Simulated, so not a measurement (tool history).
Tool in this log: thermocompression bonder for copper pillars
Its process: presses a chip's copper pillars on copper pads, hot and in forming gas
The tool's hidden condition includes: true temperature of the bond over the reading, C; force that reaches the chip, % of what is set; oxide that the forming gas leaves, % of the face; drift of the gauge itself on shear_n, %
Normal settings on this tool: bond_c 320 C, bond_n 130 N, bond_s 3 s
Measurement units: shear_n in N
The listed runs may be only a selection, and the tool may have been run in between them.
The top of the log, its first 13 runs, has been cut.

run    hour  bond_c  bond_n  bond_s  hours of work since the heater was calibrated  hours of work since the force cell was calibrated  hours of work since the gas filter was changed  shear_n
 14   778.4     309     130       3                                            468                                                706                                             275     40.4
 15   850.6     309     130       3                                            508                                                747                                             316     41.0
      939.3  -- forming gas filter changed
 16   939.3     309     130       3                                            558                                                797                                               0     40.8
      984.4  -- heater calibrated with a thermocouple chip
 17   988.8     320     130       3                                              3                                                823                                              27     45.6
 18  1036.9     320     130       3                                             30                                                850                                              54     45.2
 19  1126.8     316     152       7                                             80                                                901                                             104     62.2
 20  1190.3     345     127       2                                            116                                                937                                             140     48.6
 21  1256.2     328     130       2                                            153                                                974                                             177     42.6
 22  1306.9     328     112       2                                            181                                               1002                                             206     38.5
 23  1382.2     328     112       2                                            224                                               1045                                             248     38.6
 24  1447.0     328     112       2                                            260                                               1081                                             285     38.4
 25  1523.3     328      79       5                                            303                                               1124                                             327     41.9
     1593.9  -- forming gas filter changed
 26  1600.9     328      79       5                                            347                                               1167                                               4     42.4
 27  1637.5     320     130       2                                            367                                               1188                                              25     39.8
 28  1706.4     320     130       2                                            406                                               1227                                              63     40.0
 29  1763.3     293     191       3                                            438                                               1259                                              95     44.9
 30  1814.1     336     162       2                                            467                                               1287                                             124     52.7
 31  1868.7     336     127       6                                            497                                               1318                                             155     62.7
     1960.1  -- force cell calibrated
 32  1960.1     336     127       6                                            548                                                  0                                             205     62.4
 33  1999.6     336     123       2                                            570                                                 22                                             227     43.8
     2025.3  -- heater calibrated with a thermocouple chip
 34  2038.1     320     187       3                                              7                                                 43                                             248     56.3
 35  2100.6     317     187       3                                             42                                                 78                                             283     55.3

Below are 3 alternative next runs, each starting from the tool's condition after run 35. Predict each:
  A  2169.0     320     138       3                                             81                                                116                                             322        ?
  B  2169.0     309     111       3                                             81                                                116                                             322        ?
  C  2169.0     317     136       2                                             81                                                116                                             322        ?

run  shear_n
  A     47.2
  B     36.4
  C     39.5
Stripped of hidden state, with their random variation kept, the same runs would have yielded:
run  shear_n
  A     47.3
  B     36.4
  C     39.5
